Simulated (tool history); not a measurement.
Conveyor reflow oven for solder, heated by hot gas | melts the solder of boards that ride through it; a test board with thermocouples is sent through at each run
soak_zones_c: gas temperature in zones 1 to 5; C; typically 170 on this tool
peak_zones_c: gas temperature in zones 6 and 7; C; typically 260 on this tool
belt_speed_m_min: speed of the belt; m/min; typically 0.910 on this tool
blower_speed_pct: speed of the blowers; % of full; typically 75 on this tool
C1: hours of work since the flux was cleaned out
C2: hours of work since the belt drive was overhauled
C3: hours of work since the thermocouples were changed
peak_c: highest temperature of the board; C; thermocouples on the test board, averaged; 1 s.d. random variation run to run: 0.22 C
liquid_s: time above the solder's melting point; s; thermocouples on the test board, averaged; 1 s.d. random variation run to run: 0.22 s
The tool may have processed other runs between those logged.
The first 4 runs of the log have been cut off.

run 5 hour=100.3 | soak_zones_c=170 peak_zones_c=260 belt_speed_m_min=0.910 blower_speed_pct=75 | C1=247 C2=320 C3=218 | peak_c=248.5 liquid_s=37.5
run 6 hour=129.0 | soak_zones_c=170 peak_zones_c=263 belt_speed_m_min=0.910 blower_speed_pct=75 | C1=262 C2=336 C3=233 | peak_c=251.4 liquid_s=39.1
run 7 hour=144.2 | soak_zones_c=183 peak_zones_c=263 belt_speed_m_min=0.910 blower_speed_pct=75 | C1=271 C2=344 C3=242 | peak_c=253.6 liquid_s=43.7
run 8 hour=161.2 | soak_zones_c=174 peak_zones_c=260 belt_speed_m_min=0.910 blower_speed_pct=75 | C1=280 C2=353 C3=251 | peak_c=248.8 liquid_s=38.6
run 9 hour=192.4 | soak_zones_c=174 peak_zones_c=260 belt_speed_m_min=0.910 blower_speed_pct=75 | C1=296 C2=369 C3=267 | peak_c=249.1 liquid_s=39.3
run 10 hour=216.0 | soak_zones_c=174 peak_zones_c=260 belt_speed_m_min=0.910 blower_speed_pct=75 | C1=309 C2=382 C3=280 | peak_c=249.3 liquid_s=38.8
run 11 hour=246.9 | soak_zones_c=174 peak_zones_c=260 belt_speed_m_min=0.910 blower_speed_pct=75 | C1=325 C2=398 C3=296 | peak_c=249.3 liquid_s=38.9
-- hour=253.9 flux residue cleaned out of gas plates and filters
run 12 hour=274.9 | soak_zones_c=170 peak_zones_c=260 belt_speed_m_min=0.910 blower_speed_pct=75 | C1=11 C2=410 C3=308 | peak_c=248.1 liquid_s=37.9
run 13 hour=297.5 | soak_zones_c=170 peak_zones_c=260 belt_speed_m_min=0.910 blower_speed_pct=75 | C1=23 C2=422 C3=320 | peak_c=248.7 liquid_s=37.5
run 14 hour=311.3 | soak_zones_c=170 peak_zones_c=260 belt_speed_m_min=0.910 blower_speed_pct=75 | C1=30 C2=430 C3=328 | peak_c=248.3 liquid_s=37.3
run 15 hour=339.8 | soak_zones_c=170 peak_zones_c=260 belt_speed_m_min=0.910 blower_speed_pct=75 | C1=46 C2=445 C3=343 | peak_c=248.4 liquid_s=37.5
run 16 hour=370.8 | soak_zones_c=170 peak_zones_c=260 belt_speed_m_min=0.876 blower_speed_pct=75 | C1=62 C2=461 C3=359 | peak_c=249.4 liquid_s=39.8
-- hour=378.2 flux residue cleaned out of gas plates and filters, once more
run 17 hour=405.1 | soak_zones_c=170 peak_zones_c=260 belt_speed_m_min=0.876 blower_speed_pct=75 | C1=14 C2=477 C3=375 | peak_c=250.9 liquid_s=41.0
run 18 hour=429.1 | soak_zones_c=170 peak_zones_c=273 belt_speed_m_min=0.910 blower_speed_pct=54 | C1=27 C2=490 C3=387 | peak_c=258.2 liquid_s=41.9
run 19 hour=444.8 | soak_zones_c=170 peak_zones_c=273 belt_speed_m_min=0.910 blower_speed_pct=54 | C1=35 C2=498 C3=396 | peak_c=258.3 liquid_s=41.9
run 20 hour=462.0 | soak_zones_c=170 peak_zones_c=257 belt_speed_m_min=0.910 blower_speed_pct=88 | C1=44 C2=507 C3=405 | peak_c=248.2 liquid_s=38.4
run 21 hour=488.1 | soak_zones_c=157 peak_zones_c=260 belt_speed_m_min=0.910 blower_speed_pct=71 | C1=58 C2=521 C3=419 | peak_c=247.6 liquid_s=34.6
run 22 hour=518.7 | soak_zones_c=158 peak_zones_c=260 belt_speed_m_min=0.829 blower_speed_pct=82 | C1=75 C2=537 C3=435 | peak_c=251.6 liquid_s=41.6
run 23 hour=544.2 | soak_zones_c=157 peak_zones_c=267 belt_speed_m_min=0.893 blower_speed_pct=76 | C1=88 C2=551 C3=449 | peak_c=254.7 liquid_s=39.3

Predict the results of run 24:
run 24 hour=562.4 | soak_zones_c=183 peak_zones_c=266 belt_speed_m_min=1.015 blower_speed_pct=75 | C1=98 C2=560 C3=458 | peak_c=? liquid_s=?

peak_c: 254.3 C
liquid_s: 39.0 s
On a tool with no hidden condition, and with the same random variation, this run would have come out at peak_c 252.4 C, liquid_s 37.7 s.
